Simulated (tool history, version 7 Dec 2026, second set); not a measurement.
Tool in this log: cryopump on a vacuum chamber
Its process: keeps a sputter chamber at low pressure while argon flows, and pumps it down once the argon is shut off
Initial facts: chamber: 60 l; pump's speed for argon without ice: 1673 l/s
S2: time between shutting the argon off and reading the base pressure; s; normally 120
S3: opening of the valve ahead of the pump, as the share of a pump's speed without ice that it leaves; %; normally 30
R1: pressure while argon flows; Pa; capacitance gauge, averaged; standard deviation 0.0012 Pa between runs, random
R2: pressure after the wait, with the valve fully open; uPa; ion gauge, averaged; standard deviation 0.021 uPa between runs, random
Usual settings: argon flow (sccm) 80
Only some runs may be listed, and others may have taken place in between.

run 1 hour=0 | argon_flow_(sccm)=80 S2=120 S3=30 | R1=0.2959 R2=1.15
-- hour=43 pump warmed up, emptied and cooled again
run 2 hour=56.6 | argon_flow_(sccm)=80 S2=189 S3=30 | R1=0.272 R2=0.94
run 3 hour=104 | argon_flow_(sccm)=78 S2=189 S3=30 | R1=0.2666 R2=0.93
run 4 hour=128.5 | argon_flow_(sccm)=78 S2=189 S3=30 | R1=0.2628 R2=0.94
run 5 hour=157.6 | argon_flow_(sccm)=78 S2=189 S3=30 | R1=0.2646 R2=1
run 6 hour=191.9 | argon_flow_(sccm)=72 S2=120 S3=30 | R1=0.2464 R2=1.1
run 7 hour=221.1 | argon_flow_(sccm)=72 S2=120 S3=30 | R1=0.2481 R2=1.12
run 8 hour=268.9 | argon_flow_(sccm)=80 S2=120 S3=30 | R1=0.274 R2=1.21
run 9 hour=298 | argon_flow_(sccm)=80 S2=120 S3=30 | R1=0.2756 R2=1.16
run 10 hour=348.1 | argon_flow_(sccm)=128 S2=120 S3=30 | R1=0.442 R2=1.25
run 11 hour=393.7 | argon_flow_(sccm)=128 S2=120 S3=30 | R1=0.4459 R2=1.25
run 12 hour=441 | argon_flow_(sccm)=128 S2=120 S3=30 | R1=0.4483 R2=1.31
run 13 hour=497.9 | argon_flow_(sccm)=80 S2=120 S3=41 | R1=0.2085 R2=1.37
run 14 hour=543.6 | argon_flow_(sccm)=80 S2=120 S3=19 | R1=0.4359 R2=1.38
-- hour=557.5 leaking fittings of the chamber tightened, without venting
run 15 hour=599.5 | argon_flow_(sccm)=54 S2=120 S3=30 | R1=0.1917 R2=0.51
run 16 hour=640.1 | argon_flow_(sccm)=146 S2=120 S3=30 | R1=0.5182 R2=0.55
run 17 hour=678.7 | argon_flow_(sccm)=80 S2=120 S3=30 | R1=0.2856 R2=0.57
run 18 hour=719 | argon_flow_(sccm)=80 S2=120 S3=30 | R1=0.2874 R2=0.61
run 19 hour=764.3 | argon_flow_(sccm)=104 S2=201 S3=47 | R1=0.2469 R2=0.54
run 20 hour=812.3 | argon_flow_(sccm)=56 S2=201 S3=47 | R1=0.134 R2=0.56
run 21 hour=846.6 | argon_flow_(sccm)=80 S2=120 S3=16 | R1=0.5295 R2=0.7
run 22 hour=880.4 | argon_flow_(sccm)=38 S2=120 S3=17 | R1=0.2382 R2=0.76
run 23 hour=906.9 | argon_flow_(sccm)=50 S2=38 S3=32 | R1=0.1718 R2=1.25
run 24 hour=953.7 | argon_flow_(sccm)=38 S2=38 S3=42 | R1=0.102 R2=1.27
-- hour=988 pump warmed up, emptied and cooled again
run 25 hour=990.8 | argon_flow_(sccm)=80 S2=29 S3=30 | R1=0.2711 R2=1.37
run 26 hour=1041.2 | argon_flow_(sccm)=80 S2=29 S3=30 | R1=0.2699 R2=1.46
run 27 hour=1082.8 | argon_flow_(sccm)=58 S2=29 S3=30 | R1=0.197 R2=1.44
run 28 hour=1137.7 | argon_flow_(sccm)=58 S2=137 S3=16 | R1=0.3687 R2=0.79
run 29 hour=1193.8 | argon_flow_(sccm)=154 S2=79 S3=30 | R1=0.5297 R2=0.9
run 30 hour=1225.3 | argon_flow_(sccm)=77 S2=41 S3=31 | R1=0.2566 R2=1.28
run 31 hour=1264.2 | argon_flow_(sccm)=77 S2=41 S3=31 | R1=0.2578 R2=1.32
run 32 hour=1306 | argon_flow_(sccm)=77 S2=157 S3=56 | R1=0.1467 R2=0.84
run 33 hour=1351.3 | argon_flow_(sccm)=45 S2=49 S3=18 | R1=0.2585 R2=1.25
run 34 hour=1384.1 | argon_flow_(sccm)=103 S2=88 S3=42 | R1=0.2606 R2=1.01

Predict each of these 4 candidate next runs independently; none follows another, all start after run 34:
run A hour=1426.9 | argon_flow_(sccm)=80 S2=42 S3=30 | R1=? R2=?
run B hour=1426.9 | argon_flow_(sccm)=59 S2=120 S3=19 | R1=? R2=?
run C hour=1426.9 | argon_flow_(sccm)=80 S2=120 S3=24 | R1=? R2=?
run D hour=1426.9 | argon_flow_(sccm)=115 S2=88 S3=19 | R1=? R2=?

run=A R1=0.2801 R2=1.37
run=B R1=0.3186 R2=1.04
run=C R1=0.3452 R2=1.04
run=D R1=0.6257 R2=1.02
Had the tool no hidden state, the same runs would have come out as:
run=A R1=0.2695 R2=0.77
run=B R1=0.3108 R2=0.41
run=C R1=0.3346 R2=0.43
run=D R1=0.6105 R2=0.44
